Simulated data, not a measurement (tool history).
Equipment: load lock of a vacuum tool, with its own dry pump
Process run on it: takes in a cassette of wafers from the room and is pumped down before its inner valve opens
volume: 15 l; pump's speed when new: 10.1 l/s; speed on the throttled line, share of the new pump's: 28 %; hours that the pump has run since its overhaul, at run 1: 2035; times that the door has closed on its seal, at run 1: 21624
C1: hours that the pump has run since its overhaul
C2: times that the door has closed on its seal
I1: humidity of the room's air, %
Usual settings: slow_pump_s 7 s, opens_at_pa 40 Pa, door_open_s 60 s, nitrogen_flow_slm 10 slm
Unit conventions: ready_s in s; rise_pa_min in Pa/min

{"run": 1, "hour": 0.0, "slow_pump_s": 7, "opens_at_pa": 40, "door_open_s": 60, "nitrogen_flow_slm": 10, "C1": 2035, "C2": 21624, "I1": 44.7, "ready_s": 16.6, "rise_pa_min": 0.184}
{"run": 2, "hour": 237.8, "slow_pump_s": 7, "opens_at_pa": 40, "door_open_s": 26, "nitrogen_flow_slm": 10, "C1": 2273, "C2": 22513, "I1": 43.5, "ready_s": 16.9, "rise_pa_min": 0.182}
{"run": 3, "hour": 441.7, "slow_pump_s": 5, "opens_at_pa": 40, "door_open_s": 60, "nitrogen_flow_slm": 10, "C1": 2477, "C2": 23276, "I1": 42.8, "ready_s": 15.9, "rise_pa_min": 0.198}
{"run": 4, "hour": 604.4, "slow_pump_s": 7, "opens_at_pa": 40, "door_open_s": 60, "nitrogen_flow_slm": 10, "C1": 2640, "C2": 23884, "I1": 46.9, "ready_s": 16.6, "rise_pa_min": 0.207}
{"run": 5, "hour": 771.6, "slow_pump_s": 7, "opens_at_pa": 40, "door_open_s": 60, "nitrogen_flow_slm": 10, "C1": 2807, "C2": 24510, "I1": 45.7, "ready_s": 16.7, "rise_pa_min": 0.212}
{"run": 6, "hour": 967.3, "slow_pump_s": 7, "opens_at_pa": 40, "door_open_s": 60, "nitrogen_flow_slm": 10, "C1": 3003, "C2": 25242, "I1": 47, "ready_s": 17.1, "rise_pa_min": 0.222}
{"hour": 1065.1, "done": "door's seal changed, seat wiped"}
{"run": 7, "hour": 1074.0, "slow_pump_s": 7, "opens_at_pa": 40, "door_open_s": 60, "nitrogen_flow_slm": 10, "C1": 3108, "C2": 33, "I1": 45.3, "ready_s": 17, "rise_pa_min": 0.074}
{"run": 8, "hour": 1240.9, "slow_pump_s": 7, "opens_at_pa": 40, "door_open_s": 60, "nitrogen_flow_slm": 10, "C1": 3275, "C2": 658, "I1": 43.8, "ready_s": 16.9, "rise_pa_min": 0.071}
{"run": 9, "hour": 1468.9, "slow_pump_s": 6, "opens_at_pa": 40, "door_open_s": 60, "nitrogen_flow_slm": 11, "C1": 3503, "C2": 1511, "I1": 45, "ready_s": 16, "rise_pa_min": 0.072}
{"run": 10, "hour": 1693.5, "slow_pump_s": 8, "opens_at_pa": 40, "door_open_s": 60, "nitrogen_flow_slm": 6, "C1": 3727, "C2": 2351, "I1": 41.1, "ready_s": 17.9, "rise_pa_min": 0.083}
{"run": 11, "hour": 1932.1, "slow_pump_s": 9, "opens_at_pa": 69, "door_open_s": 30, "nitrogen_flow_slm": 8, "C1": 3966, "C2": 3243, "I1": 46.4, "ready_s": 17.5, "rise_pa_min": 0.074}
{"run": 12, "hour": 2099.6, "slow_pump_s": 7, "opens_at_pa": 40, "door_open_s": 60, "nitrogen_flow_slm": 4, "C1": 4133, "C2": 3869, "I1": 47.1, "ready_s": 17.1, "rise_pa_min": 0.108}
{"run": 13, "hour": 2222.9, "slow_pump_s": 9, "opens_at_pa": 40, "door_open_s": 233, "nitrogen_flow_slm": 4, "C1": 4257, "C2": 4331, "I1": 45.1, "ready_s": 18.3, "rise_pa_min": 0.148}
{"run": 14, "hour": 2437.1, "slow_pump_s": 9, "opens_at_pa": 40, "door_open_s": 233, "nitrogen_flow_slm": 4, "C1": 4471, "C2": 5132, "I1": 41.4, "ready_s": 18, "rise_pa_min": 0.141}

Forecast each of these 5 alternatives for the next run:
{"run": "A", "hour": 2588.5, "slow_pump_s": 7, "opens_at_pa": 40, "door_open_s": 60, "nitrogen_flow_slm": 25, "C1": 4622, "C2": 5698, "I1": 47.5, "ready_s": "?", "rise_pa_min": "?"}
{"run": "B", "hour": 2588.5, "slow_pump_s": 9, "opens_at_pa": 35, "door_open_s": 233, "nitrogen_flow_slm": 33, "C1": 4622, "C2": 5698, "I1": 43.1, "ready_s": "?", "rise_pa_min": "?"}
{"run": "C", "hour": 2588.5, "slow_pump_s": 9, "opens_at_pa": 40, "door_open_s": 69, "nitrogen_flow_slm": 17, "C1": 4622, "C2": 5698, "I1": 44.9, "ready_s": "?", "rise_pa_min": "?"}
{"run": "D", "hour": 2588.5, "slow_pump_s": 9, "opens_at_pa": 40, "door_open_s": 233, "nitrogen_flow_slm": 14, "C1": 4622, "C2": 5698, "I1": 42.9, "ready_s": "?", "rise_pa_min": "?"}
{"run": "E", "hour": 2588.5, "slow_pump_s": 9, "opens_at_pa": 47, "door_open_s": 34, "nitrogen_flow_slm": 9, "C1": 4622, "C2": 5698, "I1": 43.5, "ready_s": "?", "rise_pa_min": "?"}

run=A ready_s=17.3 rise_pa_min=0.066
run=B ready_s=18.8 rise_pa_min=0.068
run=C ready_s=18.7 rise_pa_min=0.076
run=D ready_s=18.8 rise_pa_min=0.099
run=E ready_s=18.5 rise_pa_min=0.082
Without the tool's hidden state the same runs would have given:
run=A ready_s=16.8 rise_pa_min=0.05
run=B ready_s=18.3 rise_pa_min=0.052
run=C ready_s=18.2 rise_pa_min=0.059
run=D ready_s=18.3 rise_pa_min=0.082
run=E ready_s=18 rise_pa_min=0.065

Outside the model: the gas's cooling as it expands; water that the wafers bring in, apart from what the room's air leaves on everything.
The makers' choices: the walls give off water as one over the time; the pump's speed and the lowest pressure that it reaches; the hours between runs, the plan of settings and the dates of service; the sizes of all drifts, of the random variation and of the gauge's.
